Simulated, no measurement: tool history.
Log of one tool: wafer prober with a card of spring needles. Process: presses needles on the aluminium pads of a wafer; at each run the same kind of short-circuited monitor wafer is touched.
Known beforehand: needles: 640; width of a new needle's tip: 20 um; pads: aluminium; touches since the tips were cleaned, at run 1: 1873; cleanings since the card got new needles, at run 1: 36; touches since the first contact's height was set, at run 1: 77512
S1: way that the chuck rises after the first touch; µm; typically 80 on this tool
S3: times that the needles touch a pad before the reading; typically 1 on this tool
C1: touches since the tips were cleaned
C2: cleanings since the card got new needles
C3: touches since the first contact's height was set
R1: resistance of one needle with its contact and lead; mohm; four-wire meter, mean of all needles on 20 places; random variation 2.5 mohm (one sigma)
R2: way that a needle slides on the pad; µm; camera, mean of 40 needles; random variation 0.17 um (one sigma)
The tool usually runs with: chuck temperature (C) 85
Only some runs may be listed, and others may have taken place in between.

{"run": 1, "hour": 0.0, "S1": 80, "chuck temperature (C)": 85, "S3": 1, "C1": 1873, "C2": 36, "C3": 77512, "R1": 325, "R2": 16.35}
{"hour": 0.8, "done": "tips cleaned on abrasive film"}
{"hour": 4.5, "done": "tips cleaned on abrasive film"}
{"hour": 8.1, "done": "tips cleaned on abrasive film"}
{"hour": 11.8, "done": "tips cleaned on abrasive film"}
{"hour": 15.4, "done": "tips cleaned on abrasive film"}
{"hour": 19.0, "done": "tips cleaned on abrasive film"}
{"hour": 22.0, "done": "tips cleaned on abrasive film"}
{"hour": 25.6, "done": "tips cleaned on abrasive film"}
{"hour": 29.3, "done": "tips cleaned on abrasive film"}
{"hour": 32.2, "done": "tips cleaned on abrasive film"}
{"hour": 35.2, "done": "tips cleaned on abrasive film"}
{"hour": 38.8, "done": "tips cleaned on abrasive film"}
{"hour": 42.4, "done": "tips cleaned on abrasive film"}
{"hour": 45.4, "done": "tips cleaned on abrasive film"}
{"hour": 48.3, "done": "tips cleaned on abrasive film"}
{"run": 2, "hour": 50.2, "S1": 80, "chuck temperature (C)": 85, "S3": 1, "C1": 1223, "C2": 51, "C3": 109752, "R1": 311, "R2": 15.94}
{"hour": 51.7, "done": "tips cleaned on abrasive film"}
{"hour": 55.3, "done": "tips cleaned on abrasive film"}
{"hour": 58.3, "done": "tips cleaned on abrasive film"}
{"hour": 61.2, "done": "tips cleaned on abrasive film"}
{"hour": 64.1, "done": "tips cleaned on abrasive film"}
{"hour": 67.1, "done": "tips cleaned on abrasive film"}
{"hour": 70.7, "done": "tips cleaned on abrasive film"}
{"hour": 74.4, "done": "tips cleaned on abrasive film"}
{"hour": 77.3, "done": "tips cleaned on abrasive film"}
{"hour": 81.0, "done": "tips cleaned on abrasive film"}
{"hour": 83.9, "done": "tips cleaned on abrasive film"}
{"hour": 87.5, "done": "tips cleaned on abrasive film"}
{"hour": 91.2, "done": "tips cleaned on abrasive film"}
{"hour": 94.1, "done": "tips cleaned on abrasive film"}
{"hour": 97.1, "done": "tips cleaned on abrasive film"}
{"hour": 100.7, "done": "tips cleaned on abrasive film"}
{"hour": 103.7, "done": "tips cleaned on abrasive film"}
{"hour": 106.6, "done": "tips cleaned on abrasive film"}
{"hour": 110.2, "done": "tips cleaned on abrasive film"}
{"hour": 113.2, "done": "tips cleaned on abrasive film"}
{"run": 3, "hour": 113.5, "S1": 80, "chuck temperature (C)": 85, "S3": 1, "C1": 195, "C2": 71, "C3": 150364, "R1": 299, "R2": 15.65}
{"hour": 116.4, "done": "tips cleaned on abrasive film"}
{"hour": 119.3, "done": "tips cleaned on abrasive film"}
{"hour": 122.3, "done": "tips cleaned on abrasive film"}
{"hour": 125.2, "done": "tips cleaned on abrasive film"}
{"hour": 128.9, "done": "tips cleaned on abrasive film"}
{"hour": 131.8, "done": "tips cleaned on abrasive film"}
{"hour": 135.5, "done": "tips cleaned on abrasive film"}
{"hour": 138.4, "done": "tips cleaned on abrasive film"}
{"hour": 141.3, "done": "tips cleaned on abrasive film"}
{"hour": 144.3, "done": "tips cleaned on abrasive film"}
{"hour": 147.9, "done": "tips cleaned on abrasive film"}
{"hour": 151.6, "done": "tips cleaned on abrasive film"}
{"hour": 154.5, "done": "tips cleaned on abrasive film"}
{"hour": 157.4, "done": "tips cleaned on abrasive film"}
{"hour": 160.4, "done": "tips cleaned on abrasive film"}
{"hour": 164.0, "done": "tips cleaned on abrasive film"}
{"hour": 167.0, "done": "tips cleaned on abrasive film"}
{"hour": 169.9, "done": "tips cleaned on abrasive film"}
{"hour": 172.8, "done": "tips cleaned on abrasive film"}
{"hour": 175.8, "done": "tips cleaned on abrasive film"}
{"hour": 178.7, "done": "tips cleaned on abrasive film"}
{"hour": 182.4, "done": "tips cleaned on abrasive film"}
{"run": 4, "hour": 183.6, "S1": 80, "chuck temperature (C)": 85, "S3": 1, "C1": 805, "C2": 93, "C3": 195344, "R1": 313, "R2": 15.36}
{"hour": 185.8, "done": "tips cleaned on abrasive film"}
{"hour": 189.4, "done": "tips cleaned on abrasive film"}
{"hour": 192.4, "done": "tips cleaned on abrasive film"}
{"hour": 196.0, "done": "tips cleaned on abrasive film"}
{"hour": 199.0, "done": "tips cleaned on abrasive film"}
{"hour": 202.6, "done": "tips cleaned on abrasive film"}
{"hour": 205.5, "done": "tips cleaned on abrasive film"}
{"hour": 208.5, "done": "tips cleaned on abrasive film"}
{"hour": 211.4, "done": "tips cleaned on abrasive film"}
{"hour": 215.1, "done": "tips cleaned on abrasive film"}
{"hour": 218.7, "done": "tips cleaned on abrasive film"}
{"hour": 221.7, "done": "tips cleaned on abrasive film"}
{"hour": 224.6, "done": "tips cleaned on abrasive film"}
{"hour": 228.2, "done": "tips cleaned on abrasive film"}
{"hour": 231.2, "done": "tips cleaned on abrasive film"}
{"hour": 234.8, "done": "tips cleaned on abrasive film"}
{"hour": 238.5, "done": "tips cleaned on abrasive film"}
{"hour": 242.1, "done": "tips cleaned on abrasive film"}
{"run": 5, "hour": 243.8, "S1": 80, "chuck temperature (C)": 85, "S3": 2, "C1": 1115, "C2": 111, "C3": 234055, "R1": 306, "R2": 15.01}
{"hour": 245.3, "done": "tips cleaned on abrasive film"}
{"hour": 247.7, "done": "height of the first contact set anew"}
{"hour": 248.6, "done": "tips cleaned on abrasive film"}
{"hour": 251.5, "done": "tips cleaned on abrasive film"}
{"hour": 255.1, "done": "tips cleaned on abrasive film"}
{"hour": 258.8, "done": "tips cleaned on abrasive film"}
{"hour": 261.7, "done": "tips cleaned on abrasive film"}
{"hour": 265.4, "done": "tips cleaned on abrasive film"}
{"hour": 268.3, "done": "tips cleaned on abrasive film"}
{"hour": 271.2, "done": "tips cleaned on abrasive film"}
{"hour": 274.9, "done": "tips cleaned on abrasive film"}
{"hour": 277.8, "done": "tips cleaned on abrasive film"}
{"hour": 281.5, "done": "tips cleaned on abrasive film"}
{"hour": 285.1, "done": "tips cleaned on abrasive film"}
{"run": 6, "hour": 286.7, "S1": 80, "chuck temperature (C)": 85, "S3": 2, "C1": 1019, "C2": 124, "C3": 24987, "R1": 312, "R2": 14.41}
{"hour": 288.2, "done": "tips cleaned on abrasive film"}
{"hour": 291.1, "done": "tips cleaned on abrasive film"}
{"hour": 294.1, "done": "tips cleaned on abrasive film"}
{"hour": 297.7, "done": "tips cleaned on abrasive film"}
{"hour": 301.4, "done": "tips cleaned on abrasive film"}
{"hour": 305.0, "done": "tips cleaned on abrasive film"}
{"hour": 307.9, "done": "tips cleaned on abrasive film"}
{"hour": 310.9, "done": "tips cleaned on abrasive film"}
{"hour": 314.5, "done": "tips cleaned on abrasive film"}
{"hour": 317.5, "done": "tips cleaned on abrasive film"}
{"hour": 320.4, "done": "tips cleaned on abrasive film"}
{"hour": 324.0, "done": "tips cleaned on abrasive film"}
{"hour": 327.0, "done": "tips cleaned on abrasive film"}
{"hour": 330.6, "done": "tips cleaned on abrasive film"}
{"hour": 333.6, "done": "tips cleaned on abrasive film"}
{"run": 7, "hour": 335.4, "S1": 80, "chuck temperature (C)": 110, "S3": 2, "C1": 1219, "C2": 139, "C3": 56282, "R1": 320, "R2": 14.13}
{"hour": 336.9, "done": "tips cleaned on abrasive film"}
{"hour": 340.6, "done": "tips cleaned on abrasive film"}
{"hour": 344.2, "done": "tips cleaned on abrasive film"}
{"hour": 347.2, "done": "tips cleaned on abrasive film"}
{"hour": 350.8, "done": "tips cleaned on abrasive film"}
{"hour": 353.7, "done": "tips cleaned on abrasive film"}
{"hour": 356.7, "done": "tips cleaned on abrasive film"}
{"hour": 359.6, "done": "tips cleaned on abrasive film"}
{"hour": 363.3, "done": "tips cleaned on abrasive film"}
{"hour": 366.2, "done": "tips cleaned on abrasive film"}
{"hour": 369.1, "done": "tips cleaned on abrasive film"}
{"hour": 372.8, "done": "tips cleaned on abrasive film"}
{"hour": 376.4, "done": "tips cleaned on abrasive film"}
{"hour": 379.4, "done": "tips cleaned on abrasive film"}
{"hour": 382.3, "done": "tips cleaned on abrasive film"}
{"hour": 386.0, "done": "tips cleaned on abrasive film"}
{"hour": 389.6, "done": "tips cleaned on abrasive film"}
{"hour": 392.5, "done": "tips cleaned on abrasive film"}
{"run": 8, "hour": 394.4, "S1": 81, "chuck temperature (C)": 25, "S3": 3, "C1": 1226, "C2": 157, "C3": 94164, "R1": 292, "R2": 14.17}
{"hour": 395.9, "done": "tips cleaned on abrasive film"}
{"hour": 398.8, "done": "tips cleaned on abrasive film"}
{"hour": 401.8, "done": "tips cleaned on abrasive film"}
{"hour": 405.4, "done": "tips cleaned on abrasive film"}
{"hour": 408.4, "done": "tips cleaned on abrasive film"}
{"hour": 412.0, "done": "tips cleaned on abrasive film"}
{"hour": 414.9, "done": "tips cleaned on abrasive film"}
{"hour": 417.9, "done": "tips cleaned on abrasive film"}
{"hour": 421.5, "done": "tips cleaned on abrasive film"}
{"hour": 425.2, "done": "tips cleaned on abrasive film"}
{"hour": 437.2, "done": "card fitted with new needles"}
{"hour": 440.8, "done": "tips cleaned on abrasive film"}
{"hour": 443.8, "done": "tips cleaned on abrasive film"}
{"hour": 446.7, "done": "tips cleaned on abrasive film"}
{"hour": 449.6, "done": "tips cleaned on abrasive film"}
{"hour": 453.3, "done": "tips cleaned on abrasive film"}
{"hour": 456.2, "done": "tips cleaned on abrasive film"}
{"hour": 459.2, "done": "tips cleaned on abrasive film"}
{"hour": 462.1, "done": "tips cleaned on abrasive film"}
{"run": 9, "hour": 463.8, "S1": 81, "chuck temperature (C)": 25, "S3": 3, "C1": 1118, "C2": 8, "C3": 17096, "R1": 276, "R2": 17.13}
{"hour": 465.3, "done": "tips cleaned on abrasive film"}
{"hour": 468.2, "done": "tips cleaned on abrasive film"}
{"hour": 471.4, "done": "height of the first contact set anew, once more"}
{"hour": 472.2, "done": "tips cleaned on abrasive film"}
{"hour": 475.8, "done": "tips cleaned on abrasive film"}
{"hour": 478.8, "done": "tips cleaned on abrasive film"}
{"hour": 482.4, "done": "tips cleaned on abrasive film"}
{"hour": 486.1, "done": "tips cleaned on abrasive film"}
{"hour": 489.7, "done": "tips cleaned on abrasive film"}
{"hour": 493.4, "done": "tips cleaned on abrasive film"}
{"run": 10, "hour": 496.0, "S1": 81, "chuck temperature (C)": 25, "S3": 3, "C1": 1730, "C2": 17, "C3": 15830, "R1": 280, "R2": 17.28}
{"hour": 496.8, "done": "tips cleaned on abrasive film"}
{"hour": 499.7, "done": "tips cleaned on abrasive film"}
{"hour": 503.4, "done": "tips cleaned on abrasive film"}
{"hour": 507.0, "done": "tips cleaned on abrasive film"}
{"hour": 510.7, "done": "tips cleaned on abrasive film"}
{"hour": 513.6, "done": "tips cleaned on abrasive film"}
{"hour": 516.5, "done": "tips cleaned on abrasive film"}
{"hour": 519.5, "done": "tips cleaned on abrasive film"}
{"hour": 522.4, "done": "tips cleaned on abrasive film"}
{"hour": 526.1, "done": "tips cleaned on abrasive film"}
{"hour": 529.0, "done": "tips cleaned on abrasive film"}
{"hour": 531.9, "done": "tips cleaned on abrasive film"}
{"hour": 535.6, "done": "tips cleaned on abrasive film"}
{"hour": 539.2, "done": "tips cleaned on abrasive film"}
{"hour": 542.9, "done": "tips cleaned on abrasive film"}
{"hour": 545.8, "done": "tips cleaned on abrasive film"}
{"hour": 548.8, "done": "tips cleaned on abrasive film"}
{"hour": 552.4, "done": "tips cleaned on abrasive film"}
{"hour": 555.3, "done": "tips cleaned on abrasive film"}
{"hour": 559.0, "done": "tips cleaned on abrasive film"}
{"hour": 561.9, "done": "tips cleaned on abrasive film"}
{"run": 11, "hour": 563.6, "S1": 80, "chuck temperature (C)": 85, "S3": 3, "C1": 1093, "C2": 38, "C3": 59219, "R1": 295, "R2": 16.39}

The next listed run, before its measurement:
{"hour": 565.1, "done": "tips cleaned on abrasive film"}
{"hour": 568.0, "done": "tips cleaned on abrasive film"}
{"hour": 571.0, "done": "tips cleaned on abrasive film"}
{"hour": 574.6, "done": "tips cleaned on abrasive film"}
{"hour": 578.3, "done": "tips cleaned on abrasive film"}
{"hour": 581.9, "done": "tips cleaned on abrasive film"}
{"hour": 584.8, "done": "tips cleaned on abrasive film"}
{"hour": 587.8, "done": "tips cleaned on abrasive film"}
{"hour": 590.7, "done": "tips cleaned on abrasive film"}
{"hour": 594.4, "done": "tips cleaned on abrasive film"}
{"run": 12, "hour": 594.8, "S1": 78, "chuck temperature (C)": 115, "S3": 3, "C1": 274, "C2": 48, "C3": 79231, "R1": "?", "R2": "?"}

Logged for run 12: R1 303 mohm, R2 15.73 µm.
With no hidden state in the tool, this same run would have given R1 299 mohm, R2 16.45 µm.

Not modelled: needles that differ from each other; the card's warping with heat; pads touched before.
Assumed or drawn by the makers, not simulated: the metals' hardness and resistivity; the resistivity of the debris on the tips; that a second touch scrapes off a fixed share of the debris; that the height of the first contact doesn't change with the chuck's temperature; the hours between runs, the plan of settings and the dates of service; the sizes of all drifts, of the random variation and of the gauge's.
